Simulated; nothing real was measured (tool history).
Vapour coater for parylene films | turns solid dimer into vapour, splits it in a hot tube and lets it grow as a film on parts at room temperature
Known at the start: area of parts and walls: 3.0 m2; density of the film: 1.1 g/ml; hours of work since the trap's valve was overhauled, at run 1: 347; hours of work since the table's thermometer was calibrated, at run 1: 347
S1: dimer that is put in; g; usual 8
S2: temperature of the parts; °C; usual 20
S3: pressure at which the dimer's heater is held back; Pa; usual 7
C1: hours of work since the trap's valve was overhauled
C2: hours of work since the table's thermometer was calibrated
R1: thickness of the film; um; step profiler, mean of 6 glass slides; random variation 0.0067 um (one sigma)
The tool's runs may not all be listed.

run,hour,S1,S2,S3,C1,C2,R1
1,0,8,20,7,347,347,1.418
2,16.8,8,20,7,359,359,1.419
3,31,8,20,7,368,368,1.411
4,50.6,8,20,7,382,382,1.404
5,69.6,8,20,7,394,394,1.419
6,90.6,7,20,7,409,409,1.233
7,99.3,7,20,7,415,415,1.227
8,111.4,7,20,7,423,423,1.219
9,121,8,20,7,429,429,1.402
10,130.7,8,20,7,436,436,1.392
11,139.5,8,22,7,442,442,1.321
12,149.7,8,22,7,449,449,1.329
13,168.1,8,22,7,461,461,1.325
14,185.2,8,22,7,473,473,1.335
15,194.8,8,22,7,479,479,1.318
16,211.1,8,22,7,490,490,1.321
# hour 217: trap's valve overhauled
17,234.9,8,32,7,12,504,1.034
# hour 247.8: gauge calibrated
18,247.8,8,32,7,21,513,1.062
19,262.2,9,20,7,31,522,1.601
20,281.6,9,20,7,44,535,1.596
21,300.4,9,20,3.51,57,548,1.718
22,312.2,11,20,7,65,556,1.936
23,323,8,20,7,72,564,1.413
24,333.5,8,20,7,79,571,1.41
25,347.5,8,21,4.23,89,580,1.454
26,367.4,4,18,5.02,102,594,0.759
27,376.9,4,15,9.74,108,600,0.764
28,393,4,18,2.38,119,611,0.829
29,411.2,4,18,2.38,132,623,0.83
30,427,7,19,4.94,142,634,1.305
31,440.5,8,17,7,152,643,1.499
32,450.4,11,18,4.38,158,650,2.126
# hour 457: gauge calibrated
33,465.1,6,15,2.32,168,660,1.364
34,482.4,6,26,2.32,180,672,1.042
35,495.6,6,26,11.69,189,681,0.864
36,516.3,4,20,2.63,203,695,0.792
37,530.9,4,20,2.63,213,705,0.792
38,548.5,4,20,2.63,225,716,0.788
39,564.7,8,18,9.84,236,727,1.425
40,577.4,8,18,9.84,244,736,1.402
41,588.4,6,30,8.44,252,743,0.791
42,600,11,17,7.82,260,751,2.047
43,618,3,17,8.25,272,764,0.543
44,627.7,7,25,3.43,279,770,1.172
45,636.6,7,19,3.3,285,776,1.36
46,657.3,7,19,3.3,299,790,1.363
47,675.2,7,19,3.3,311,802,1.349

Forecast each of these 3 alternatives for the next run:
A,693.9,7,15,3.3,323,815,?
B,693.9,12,32,5.04,323,815,?
C,693.9,8,23,7,323,815,?

run,R1
A,1.485
B,1.597
C,1.292
Without the tool's hidden state the same runs would have given:
run,R1
A,1.526
B,1.641
C,1.327
